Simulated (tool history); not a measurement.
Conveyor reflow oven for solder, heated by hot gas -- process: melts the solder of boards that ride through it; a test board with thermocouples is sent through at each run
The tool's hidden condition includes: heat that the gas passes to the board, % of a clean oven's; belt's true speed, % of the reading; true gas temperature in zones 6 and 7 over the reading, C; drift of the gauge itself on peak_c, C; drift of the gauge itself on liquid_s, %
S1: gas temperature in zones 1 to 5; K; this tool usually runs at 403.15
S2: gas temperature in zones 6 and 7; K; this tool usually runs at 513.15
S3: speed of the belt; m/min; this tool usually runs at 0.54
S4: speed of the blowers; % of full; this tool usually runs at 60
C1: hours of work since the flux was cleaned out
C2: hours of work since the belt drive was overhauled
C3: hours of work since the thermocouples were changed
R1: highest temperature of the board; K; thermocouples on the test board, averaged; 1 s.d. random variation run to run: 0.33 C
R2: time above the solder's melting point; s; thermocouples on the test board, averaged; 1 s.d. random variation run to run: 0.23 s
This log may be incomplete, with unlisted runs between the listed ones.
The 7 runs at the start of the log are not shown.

| run | hour | S1 | S2 | S3 | S4 | C1 | C2 | C3 | R1 | R2 |
|---|---|---|---|---|---|---|---|---|---|---|
| 8 | 135.7 | 403.15 | 513.15 | 0.54 | 69 | 78 | 279 | 568 | 496.25 | 51.5 |
| 9 | 154.7 | 403.15 | 513.15 | 0.54 | 69 | 88 | 288 | 577 | 496.05 | 52 |
| 10 | 166.8 | 414.15 | 513.15 | 0.54 | 60 | 93 | 294 | 583 | 495.15 | 54.1 |
| 11 | 179.7 | 403.15 | 513.15 | 0.54 | 60 | 100 | 300 | 589 | 493.45 | 49.1 |
| 12 | 190.7 | 403.15 | 513.15 | 0.54 | 60 | 105 | 306 | 595 | 492.95 | 49.8 |
| 13 | 206 | 403.15 | 513.15 | 0.54 | 60 | 112 | 313 | 602 | 492.95 | 49 |
| 14 | 229.3 | 403.15 | 513.15 | 0.54 | 60 | 124 | 324 | 613 | 492.25 | 49.3 |
| 15 | 240.2 | 403.15 | 513.15 | 0.54 | 60 | 129 | 330 | 619 | 493.15 | 49 |
| 16 | 260.8 | 403.15 | 503.15 | 0.54 | 60 | 139 | 340 | 629 | 483.85 | 43 |
| 17 | 272.6 | 403.15 | 505.15 | 0.614 | 64 | 145 | 345 | 634 | 482.65 | 35.7 |
| 18 | 290.8 | 403.15 | 520.15 | 0.492 | 60 | 154 | 354 | 643 | 502.45 | 60.5 |
| 19 | 313.9 | 403.15 | 513.15 | 0.447 | 60 | 165 | 366 | 654 | 498.45 | 65.2 |
| 20 | 330.1 | 392.15 | 523.15 | 0.532 | 86 | 173 | 373 | 662 | 506.65 | 56.4 |
| 21 | 348.8 | 392.15 | 523.15 | 0.532 | 86 | 182 | 382 | 671 | 506.65 | 55.9 |
| 22 | 362.7 | 403.15 | 513.15 | 0.58 | 88 | 189 | 389 | 678 | 497.45 | 48.9 |
| 23 | 374.2 | 403.15 | 513.15 | 0.63 | 77 | 194 | 395 | 684 | 491.15 | 41.3 |
| 24 | 387.9 | 403.15 | 513.15 | 0.63 | 77 | 201 | 401 | 690 | 491.15 | 41.4 |
| 25 | 409.9 | 389.15 | 525.15 | 0.594 | 71 | 211 | 412 | 701 | 498.65 | 45.5 |
| 26 | 419.3 | 392.15 | 513.15 | 0.54 | 60 | 216 | 417 | 706 | 489.75 | 44.4 |
| 27 | 437.2 | 392.15 | 513.15 | 0.54 | 60 | 225 | 425 | 714 | 489.75 | 44.2 |
| 28 | 459.8 | 392.15 | 513.15 | 0.54 | 60 | 236 | 436 | 725 | 489.25 | 44.4 |
| 29 | 474 | 403.15 | 513.15 | 0.578 | 90 | 243 | 443 | 732 | 497.15 | 49.4 |
| 30 | 494.2 | 403.15 | 508.15 | 0.626 | 90 | 252 | 453 | 742 | 488.85 | 40.9 |

Each row is a separate what-if for the run after 30, all from the same tool condition, not one after another. Results?
| A | 504.3 | 393.15 | 513.15 | 0.54 | 84 | 257 | 458 | 747 | ? | ? |
| B | 504.3 | 403.15 | 505.15 | 0.626 | 90 | 257 | 458 | 747 | ? | ? |
| C | 504.3 | 411.15 | 518.15 | 0.626 | 90 | 257 | 458 | 747 | ? | ? |
| D | 504.3 | 389.15 | 513.15 | 0.482 | 60 | 257 | 458 | 747 | ? | ? |

| run | R1 | R2 |
|---|---|---|
| A | 495.95 | 49.3 |
| B | 487.25 | 39.1 |
| C | 499.75 | 48.1 |
| D | 493.55 | 52.4 |
Take away the tool's hidden state, keep each run's random variation, and the runs would have read:
| run | R1 | R2 |
|---|---|---|
| A | 499.55 | 51.1 |
| B | 490.95 | 41.4 |
| C | 503.45 | 49.3 |
| D | 496.45 | 54.2 |
